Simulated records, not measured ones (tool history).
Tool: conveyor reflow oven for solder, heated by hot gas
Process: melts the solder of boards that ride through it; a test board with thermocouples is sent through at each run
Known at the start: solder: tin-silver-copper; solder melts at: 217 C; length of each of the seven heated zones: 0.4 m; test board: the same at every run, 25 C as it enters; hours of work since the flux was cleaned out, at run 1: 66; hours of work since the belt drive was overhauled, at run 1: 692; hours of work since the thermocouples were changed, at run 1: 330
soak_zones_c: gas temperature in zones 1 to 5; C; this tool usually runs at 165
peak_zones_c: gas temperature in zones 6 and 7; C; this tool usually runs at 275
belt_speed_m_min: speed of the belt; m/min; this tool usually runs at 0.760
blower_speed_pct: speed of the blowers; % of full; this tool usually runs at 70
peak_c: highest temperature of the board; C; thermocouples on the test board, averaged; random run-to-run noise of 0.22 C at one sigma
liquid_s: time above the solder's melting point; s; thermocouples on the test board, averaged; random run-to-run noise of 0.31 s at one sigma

| run | day | soak_zones_c | peak_zones_c | belt_speed_m_min | blower_speed_pct | hours of work since the flux was cleaned out | hours of work since the belt drive was overhauled | hours of work since the thermocouples were changed | peak_c | liquid_s |
|---|---|---|---|---|---|---|---|---|---|---|
| 1 | 0.000 | 165 | 275 | 0.760 | 70 | 66 | 692 | 330 | 259.2 | 49.2 |
| 2 | 1.729 | 165 | 275 | 0.760 | 70 | 92 | 718 | 356 | 258.7 | 49.6 |
| 3 | 2.538 | 165 | 275 | 0.852 | 70 | 104 | 730 | 368 | 255.1 | 41.2 |
| 4 | 3.596 | 165 | 275 | 0.852 | 70 | 119 | 745 | 383 | 255.0 | 41.3 |
| 5 | 5.025 | 165 | 275 | 0.760 | 68 | 140 | 766 | 404 | 258.7 | 49.0 |
| 6 | 6.333 | 165 | 275 | 0.760 | 68 | 160 | 786 | 424 | 258.7 | 49.1 |
|  | 7.075 | flux residue cleaned out of gas plates and filters |
| 7 | 7.883 | 165 | 275 | 0.760 | 68 | 12 | 806 | 444 | 259.1 | 49.2 |
| 8 | 9.667 | 165 | 275 | 0.760 | 68 | 38 | 832 | 470 | 259.1 | 49.6 |
| 9 | 11.288 | 165 | 275 | 0.760 | 68 | 62 | 856 | 494 | 259.1 | 49.4 |
| 10 | 12.854 | 165 | 275 | 0.760 | 68 | 85 | 879 | 517 | 259.2 | 49.6 |
|  | 13.104 | belt drive overhauled, speed set with a stopwatch |
| 11 | 14.462 | 165 | 282 | 0.760 | 70 | 107 | 20 | 538 | 266.2 | 53.3 |
| 12 | 16.171 | 162 | 275 | 0.760 | 70 | 132 | 45 | 564 | 259.5 | 49.2 |
| 13 | 18.000 | 162 | 275 | 0.760 | 70 | 159 | 72 | 591 | 259.0 | 48.9 |
|  | 18.892 | flux residue cleaned out of gas plates and filters |
|  | 19.208 | thermocouples of zones 6 and 7 changed |
| 14 | 20.167 | 162 | 275 | 0.760 | 70 | 18 | 100 | 14 | 258.4 | 48.9 |
|  | 21.346 | belt drive overhauled, speed set with a stopwatch, once more |
| 15 | 21.438 | 180 | 275 | 0.836 | 73 | 34 | 1 | 31 | 258.2 | 47.3 |
| 16 | 22.558 | 163 | 290 | 0.627 | 78 | 51 | 18 | 47 | 278.9 | 68.8 |
| 17 | 23.971 | 163 | 290 | 0.627 | 78 | 71 | 39 | 68 | 279.1 | 68.2 |
| 18 | 25.717 | 163 | 290 | 0.627 | 78 | 97 | 65 | 94 | 279.2 | 68.4 |
| 19 | 27.033 | 163 | 290 | 0.627 | 78 | 117 | 84 | 113 | 278.8 | 69.2 |
| 20 | 28.742 | 151 | 275 | 0.760 | 85 | 142 | 109 | 138 | 259.1 | 45.4 |
| 21 | 30.054 | 165 | 275 | 0.702 | 51 | 161 | 129 | 158 | 254.2 | 49.2 |
|  | 30.812 | flux residue cleaned out of gas plates and filters |
| 22 | 32.108 | 165 | 275 | 0.702 | 51 | 19 | 156 | 185 | 255.2 | 49.5 |
| 23 | 33.846 | 165 | 288 | 0.760 | 70 | 45 | 182 | 211 | 269.8 | 53.7 |
| 24 | 35.396 | 155 | 275 | 0.744 | 76 | 68 | 205 | 234 | 259.2 | 47.6 |
| 25 | 36.675 | 162 | 269 | 0.849 | 77 | 87 | 224 | 253 | 250.2 | 38.1 |
| 26 | 38.558 | 162 | 269 | 0.849 | 85 | 114 | 251 | 280 | 252.1 | 39.8 |
| 27 | 39.483 | 169 | 289 | 0.760 | 70 | 128 | 265 | 294 | 271.3 | 55.2 |
| 28 | 40.633 | 165 | 275 | 0.844 | 73 | 145 | 282 | 311 | 255.4 | 41.6 |

What if the next run were any one of these 3? Each begins from the tool's condition after run 28:
|  | 42.433 | flux residue cleaned out of gas plates and filters |
| A | 42.683 | 165 | 273 | 0.760 | 81 | 4 | 309 | 338 | ? | ? |
|  | 42.433 | flux residue cleaned out of gas plates and filters |
| B | 42.683 | 168 | 267 | 0.772 | 73 | 4 | 309 | 338 | ? | ? |
|  | 42.433 | flux residue cleaned out of gas plates and filters |
| C | 42.683 | 165 | 269 | 0.844 | 64 | 4 | 309 | 338 | ? | ? |

| run | peak_c | liquid_s |
|---|---|---|
| A | 259.6 | 49.7 |
| B | 252.8 | 45.7 |
| C | 248.0 | 37.4 |
Without the tool's hidden state the same runs would have given:
| run | peak_c | liquid_s |
|---|---|---|
| A | 258.9 | 48.8 |
| B | 252.0 | 44.8 |
| C | 247.2 | 36.5 |
